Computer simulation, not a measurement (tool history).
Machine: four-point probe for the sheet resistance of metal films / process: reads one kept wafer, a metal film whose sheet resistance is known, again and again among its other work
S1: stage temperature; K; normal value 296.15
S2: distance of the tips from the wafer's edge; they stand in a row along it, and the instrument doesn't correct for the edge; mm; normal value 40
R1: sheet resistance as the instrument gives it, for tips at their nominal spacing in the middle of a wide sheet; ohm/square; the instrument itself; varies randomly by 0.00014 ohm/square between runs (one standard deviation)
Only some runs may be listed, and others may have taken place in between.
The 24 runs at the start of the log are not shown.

Run 25, hour 502.9: usual settings but S1 302.15 K, S2 7 mm. Result: R1 0.727527 ohm/square.
Run 26, hour 516.0: usual settings but S1 293.15 K. Result: R1 0.724707 ohm/square.
Run 27, hour 545.7: usual settings but S1 293.15 K. Result: R1 0.724562 ohm/square.
Run 28, hour 573.8: usual settings but S2 14 mm. Result: R1 0.725197 ohm/square.
Run 29, hour 593.3: usual settings but S2 14 mm. Result: R1 0.725158 ohm/square.
Run 30, hour 608.4: usual settings but S1 292.15 K, S2 46 mm. Result: R1 0.724613 ohm/square.
Run 31, hour 626.7: usual settings but S1 293.15 K, S2 19 mm. Result: R1 0.725017 ohm/square.
Run 32, hour 657.3: usual settings but S1 293.15 K, S2 19 mm. Result: R1 0.725007 ohm/square.
Run 33, hour 675.7: usual settings but S1 293.15 K, S2 37 mm. Result: R1 0.724868 ohm/square.
Run 34, hour 700.2: usual settings but S2 55 mm. Result: R1 0.724471 ohm/square.
Run 35, hour 728.6: usual settings but S1 301.15 K, S2 55 mm. Result: R1 0.724268 ohm/square.
Run 36, hour 744.8: usual settings but S1 301.15 K, S2 55 mm. Result: R1 0.724495 ohm/square.
Run 37, hour 765.5: usual settings but S2 55 mm. Result: R1 0.724556 ohm/square.
Run 38, hour 784.1: usual settings but S1 300.15 K, S2 15 mm. Result: R1 0.725270 ohm/square.
Run 39, hour 812.7: usual settings but S1 297.15 K, S2 12 mm. Result: R1 0.725520 ohm/square.

Below are 5 alternative next runs, each starting from the tool's condition after run 39. Predict each:
Run A, hour 831.2: usual settings but S1 298.15 K. Result: R1 ?.
Run B, hour 831.2: usual settings but S2 15 mm. Result: R1 ?.
Run C, hour 831.2: usual settings but S2 3 mm. Result: R1 ?.
Run D, hour 831.2: usual settings but S2 5 mm. Result: R1 ?.
Run E, hour 831.2: usual settings but S1 298.15 K, S2 30 mm. Result: R1 ?.

run        R1
  A  0.724740
  B  0.725167
  C  0.741375
  D  0.730617
  E  0.724532
Without the tool's hidden state the same runs would have given:
run        R1
  A  0.724691
  B  0.725118
  C  0.741325
  D  0.730568
  E  0.724483
